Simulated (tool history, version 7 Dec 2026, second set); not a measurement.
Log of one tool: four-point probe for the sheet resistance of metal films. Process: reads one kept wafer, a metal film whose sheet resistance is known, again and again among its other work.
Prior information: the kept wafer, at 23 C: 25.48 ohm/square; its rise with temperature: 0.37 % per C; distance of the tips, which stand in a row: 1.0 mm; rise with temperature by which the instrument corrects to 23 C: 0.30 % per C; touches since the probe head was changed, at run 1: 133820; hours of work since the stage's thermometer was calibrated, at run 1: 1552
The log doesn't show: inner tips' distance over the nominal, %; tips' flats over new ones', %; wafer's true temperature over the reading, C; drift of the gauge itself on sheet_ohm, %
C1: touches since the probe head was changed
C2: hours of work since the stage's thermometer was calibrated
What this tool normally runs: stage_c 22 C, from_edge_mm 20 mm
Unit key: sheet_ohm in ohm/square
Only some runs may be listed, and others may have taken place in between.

run 1 hour=0 | stage_c=22 from_edge_mm=20 | C1=133820 C2=1552 | sheet_ohm=25.494568
run 2 hour=60.3 | stage_c=22 from_edge_mm=20 | C1=135467 C2=1581 | sheet_ohm=25.497945
-- hour=66.5 stage's thermometer calibrated
run 3 hour=142.5 | stage_c=22 from_edge_mm=20 | C1=137697 C2=36 | sheet_ohm=25.492874
run 4 hour=218.1 | stage_c=22 from_edge_mm=20 | C1=139763 C2=71 | sheet_ohm=25.487916
run 5 hour=272.9 | stage_c=22 from_edge_mm=20 | C1=141261 C2=97 | sheet_ohm=25.500514
run 6 hour=399.8 | stage_c=22 from_edge_mm=18 | C1=144726 C2=157 | sheet_ohm=25.502096
run 7 hour=518.8 | stage_c=35 from_edge_mm=9 | C1=147975 C2=213 | sheet_ohm=25.871231
run 8 hour=627 | stage_c=18 from_edge_mm=9 | C1=150930 C2=264 | sheet_ohm=25.536778
run 9 hour=701.8 | stage_c=34 from_edge_mm=20 | C1=152974 C2=299 | sheet_ohm=25.7202
run 10 hour=801.5 | stage_c=34 from_edge_mm=20 | C1=155695 C2=346 | sheet_ohm=25.718961
run 11 hour=905.3 | stage_c=21 from_edge_mm=49 | C1=158531 C2=394 | sheet_ohm=25.456502
run 12 hour=987.6 | stage_c=21 from_edge_mm=49 | C1=160778 C2=433 | sheet_ohm=25.4404

What if the next run were any one of these 3? Each begins from the tool's condition after run 12:
run A hour=1040.4 | stage_c=22 from_edge_mm=3 | C1=162221 C2=458 | sheet_ohm=?
run B hour=1040.4 | stage_c=21 from_edge_mm=4 | C1=162221 C2=458 | sheet_ohm=?
run C hour=1040.4 | stage_c=30 from_edge_mm=49 | C1=162221 C2=458 | sheet_ohm=?

run=A sheet_ohm=26.888182
run=B sheet_ohm=26.265239
run=C sheet_ohm=25.608908
Stripped of hidden state, with their random variation kept, the same runs would have yielded:
run=A sheet_ohm=26.890195
run=B sheet_ohm=26.26721
run=C sheet_ohm=25.610826

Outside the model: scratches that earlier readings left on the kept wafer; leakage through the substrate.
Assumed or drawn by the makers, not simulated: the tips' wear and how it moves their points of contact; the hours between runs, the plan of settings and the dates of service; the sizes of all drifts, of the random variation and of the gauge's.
